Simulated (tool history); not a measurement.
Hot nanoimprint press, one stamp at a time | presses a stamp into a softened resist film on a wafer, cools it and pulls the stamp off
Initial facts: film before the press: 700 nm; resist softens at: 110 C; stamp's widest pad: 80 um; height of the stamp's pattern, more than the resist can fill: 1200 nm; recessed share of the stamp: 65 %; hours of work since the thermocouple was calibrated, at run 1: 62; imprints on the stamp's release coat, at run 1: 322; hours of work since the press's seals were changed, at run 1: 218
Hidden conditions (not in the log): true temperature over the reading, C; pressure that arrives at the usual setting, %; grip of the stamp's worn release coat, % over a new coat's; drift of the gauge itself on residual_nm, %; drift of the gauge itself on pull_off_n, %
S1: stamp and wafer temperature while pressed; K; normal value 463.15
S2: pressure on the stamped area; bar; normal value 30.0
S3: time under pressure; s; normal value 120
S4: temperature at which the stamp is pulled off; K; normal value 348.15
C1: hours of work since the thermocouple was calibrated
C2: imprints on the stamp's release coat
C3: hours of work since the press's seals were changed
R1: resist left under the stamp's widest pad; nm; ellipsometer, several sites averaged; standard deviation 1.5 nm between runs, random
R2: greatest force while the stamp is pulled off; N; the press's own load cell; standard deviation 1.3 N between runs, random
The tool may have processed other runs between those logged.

run   hour      S1    S2   S3      S4   C1   C2   C3     R1   R2
  1    0.0  463.15  30.0  120  348.15   62  322  218  391.9  144
  2   16.8  463.15  30.0  120  348.15   72  375  228  392.9  147
  3   35.3  463.15  30.0  120  348.15   83  432  239  391.5  143
  4   59.8  463.15  30.0  120  348.15   98  508  253  391.5  145
  5   82.6  463.15  30.0  120  348.15  111  578  267  388.5  145
  6  107.1  463.15  30.0  120  348.15  126  654  281  389.8  143
  7  124.3  463.15  30.0  120  348.15  136  707  292  390.8  145
  8  144.8  463.15  30.0  120  348.15  148  770  304  390.4  145
  9  156.9  463.15  33.3  120  348.15  155  808  311  375.2  144
 10  177.2  463.15  33.3  120  348.15  167  871  323  373.3  144
 11  195.7  463.15  31.2  120  348.15  178  928  334  382.6  146
     214.7  -- stamp cleaned and given a new release coat
 12  219.6  463.15  31.2  120  348.15  189   15  345  383.2  143
 13  246.3  463.15  47.6  120  348.15  205   98  360  314.7  144
 14  268.1  463.15  47.6  120  348.15  218  166  373  312.7  142
 15  281.6  463.15  47.6  120  348.15  226  207  381  313.9  146
 16  301.1  463.15  47.6  120  348.15  237  267  393  313.0  144
 17  316.3  463.15  18.2   90  348.15  246  315  402  511.0  144
 18  329.1  463.15  34.5   90  348.15  254  354  410  398.3  143
 19  346.5  463.15  34.5   90  348.15  264  408  420  403.1  145
 20  366.7  463.15  34.5   90  348.15  276  470  432  399.3  143
 21  378.1  467.15  30.3  142  354.15  283  506  439  312.7  119
 22  401.6  467.15  30.3  142  354.15  297  579  453  315.8  119
 23  422.2  467.15  30.3  142  354.15  309  642  465  314.3  121
 24  441.9  467.15  30.3  142  354.15  321  703  477  316.7  121
 25  460.3  470.15  22.6  169  339.15  332  760  488  305.3  180
 26  476.7  470.15  22.6  235  339.15  342  811  497  272.7  181
 27  495.4  470.15  22.6  235  339.15  353  869  509  271.8  180
 28  519.1  470.15  22.6  235  339.15  367  942  523  270.3  182
     533.7  -- stamp cleaned and given a new release coat
 29  537.5  470.15  22.6  235  339.15  374   12  530  270.5  179

Forecast each of these 4 alternatives for the next run:
  A  559.9  463.15  30.0   75  348.15  388  82  543   ?   ?
  B  559.9  472.15  30.1  207  348.15  388  82  543   ?   ?
  C  559.9  460.15  30.0  118  348.15  388  82  543   ?   ?
  D  559.9  465.15  28.3  235  342.15  388  82  543   ?   ?

run     R1   R2
  A  447.5  143
  B  224.9  146
  C  438.7  143
  D  296.0  169
Stripped of hidden state, with their random variation kept, the same runs would have yielded:
run     R1   R2
  A  448.1  143
  B  225.2  146
  C  439.3  143
  D  296.5  170

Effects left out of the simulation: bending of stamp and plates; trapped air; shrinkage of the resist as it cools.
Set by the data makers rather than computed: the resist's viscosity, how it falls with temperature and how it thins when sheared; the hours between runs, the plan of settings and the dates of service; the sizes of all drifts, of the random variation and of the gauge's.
